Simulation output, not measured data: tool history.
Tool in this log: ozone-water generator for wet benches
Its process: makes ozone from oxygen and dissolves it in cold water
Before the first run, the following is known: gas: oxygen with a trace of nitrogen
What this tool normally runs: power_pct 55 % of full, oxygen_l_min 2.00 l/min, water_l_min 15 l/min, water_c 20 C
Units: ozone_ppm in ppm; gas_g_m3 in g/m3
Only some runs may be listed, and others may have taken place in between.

Run 1, hour 0.0: usual settings. Result: ozone_ppm 11.4 ppm, gas_g_m3 198.2 g/m3.
Run 2, hour 32.7: usual settings. Result: ozone_ppm 11.0 ppm, gas_g_m3 198.3 g/m3.
Run 3, hour 53.9: usual settings. Result: ozone_ppm 11.2 ppm, gas_g_m3 198.3 g/m3.
Run 4, hour 103.2: usual settings. Result: ozone_ppm 11.1 ppm, gas_g_m3 197.2 g/m3.
Run 5, hour 126.2: usual settings but water_c 15 C. Result: ozone_ppm 11.8 ppm, gas_g_m3 196.2 g/m3.
Run 6, hour 166.6: usual settings but power_pct 81 % of full. Result: ozone_ppm 14.4 ppm, gas_g_m3 255.4 g/m3.
Run 7, hour 215.0: usual settings but power_pct 53 % of full. Result: ozone_ppm 10.6 ppm, gas_g_m3 190.5 g/m3.
Run 8, hour 252.3: usual settings but power_pct 53 % of full. Result: ozone_ppm 10.6 ppm, gas_g_m3 193.9 g/m3.
Run 9, hour 304.6: usual settings. Result: ozone_ppm 11.3 ppm, gas_g_m3 197.1 g/m3.
Run 10, hour 330.5: usual settings but power_pct 63 % of full. Result: ozone_ppm 12.0 ppm, gas_g_m3 215.0 g/m3.
Run 11, hour 366.5: usual settings but power_pct 63 % of full. Result: ozone_ppm 12.1 ppm, gas_g_m3 217.0 g/m3.
Run 12, hour 416.1: usual settings but power_pct 63 % of full. Result: ozone_ppm 12.1 ppm, gas_g_m3 216.4 g/m3.
Run 13, hour 464.0: usual settings but power_pct 61 % of full, oxygen_l_min 2.03 l/min, water_l_min 14 l/min. Result: ozone_ppm 12.7 ppm, gas_g_m3 209.1 g/m3.
Run 14, hour 508.9: usual settings but power_pct 61 % of full, oxygen_l_min 2.03 l/min, water_l_min 14 l/min. Result: ozone_ppm 12.9 ppm, gas_g_m3 208.9 g/m3.
Run 15, hour 534.7: usual settings but power_pct 80 % of full, oxygen_l_min 2.07 l/min, water_l_min 12 l/min, water_c 12 C. Result: ozone_ppm 19.5 ppm, gas_g_m3 245.6 g/m3.
Run 16, hour 558.6: usual settings but power_pct 80 % of full, oxygen_l_min 2.07 l/min, water_l_min 12 l/min, water_c 12 C. Result: ozone_ppm 19.5 ppm, gas_g_m3 247.2 g/m3.
Run 17, hour 580.6: usual settings but power_pct 80 % of full, oxygen_l_min 2.07 l/min, water_l_min 12 l/min, water_c 12 C. Result: ozone_ppm 19.4 ppm, gas_g_m3 247.9 g/m3.
Run 18, hour 616.5: usual settings but water_l_min 18 l/min. Result: ozone_ppm 8.9 ppm, gas_g_m3 197.7 g/m3.
Run 19, hour 642.8: usual settings but power_pct 68 % of full. Result: ozone_ppm 12.5 ppm, gas_g_m3 227.4 g/m3.
Run 20, hour 674.0: usual settings but oxygen_l_min 2.56 l/min. Result: ozone_ppm 10.9 ppm, gas_g_m3 164.8 g/m3.
Run 21, hour 710.3: usual settings but power_pct 60 % of full, oxygen_l_min 2.35 l/min, water_c 23 C. Result: ozone_ppm 11.1 ppm, gas_g_m3 186.6 g/m3.
Run 22, hour 756.3: usual settings but water_l_min 16 l/min, water_c 27 C. Result: ozone_ppm 9.7 ppm, gas_g_m3 196.9 g/m3.

For some of the steps in ozone_ppm from one run to the next: how much would appear even if the tool had no hidden state, given the settings, what came in and random variation, and how much remains for the hidden state plus any gauge scatter that the measured result and the result without hidden state don't share?
The hidden state here: yield of the discharge, % of new electrodes'; contactor's efficiency, % of a clean one's; true water temperature over the reading, C; drift of the gauge itself on ozone_ppm, %; drift of the gauge itself on gas_g_m3, %.
Run 14 -> 15: power_pct 61 -> 80, oxygen_l_min 2.03 -> 2.07, water_l_min 14 -> 12, water_c 20 -> 12. ozone_ppm +6.6 ppm: hidden state -0.4, all else +7.0.
Run 17 -> 18: power_pct 80 -> 55, oxygen_l_min 2.07 -> 2.00, water_l_min 12 -> 18, water_c 12 -> 20. ozone_ppm -10.5 ppm: hidden state +0.7, all else -11.2.
